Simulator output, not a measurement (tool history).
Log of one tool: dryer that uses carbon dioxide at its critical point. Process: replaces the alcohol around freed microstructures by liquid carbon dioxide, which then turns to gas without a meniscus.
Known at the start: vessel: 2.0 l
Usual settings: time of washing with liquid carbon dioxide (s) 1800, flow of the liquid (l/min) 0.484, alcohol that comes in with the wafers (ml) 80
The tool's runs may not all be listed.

run  hour  time of washing with liquid carbon dioxide (s)  flow of the liquid (l/min)  alcohol that comes in with the wafers (ml)  alcohol left in the vessel before it's heated (ppm by volume)
  1     0                                            1800                       0.484                                          80                                                            260
  2     5                                            1560                       0.484                                          80                                                            511
  3  12.2                                            1560                       0.484                                          80                                                            505
  4  17.6                                            1800                       0.592                                          80                                                             84
  5  28.1                                            1800                       0.592                                          75                                                             89
  6  33.2                                            1680                       0.484                                          80                                                            366
  7  40.7                                            1680                       0.484                                          80                                                            369
  8  47.5                                            1680                       0.484                                          80                                                            363

The next listed run, before its measurement:
  9  53.2                                            1800                       0.586                                          71                                                              ?

alcohol left in the vessel before it's heated (ppm by volume): 99
Without the tool's hidden state the same run would have given alcohol left in the vessel before it's heated (ppm by volume) 71.
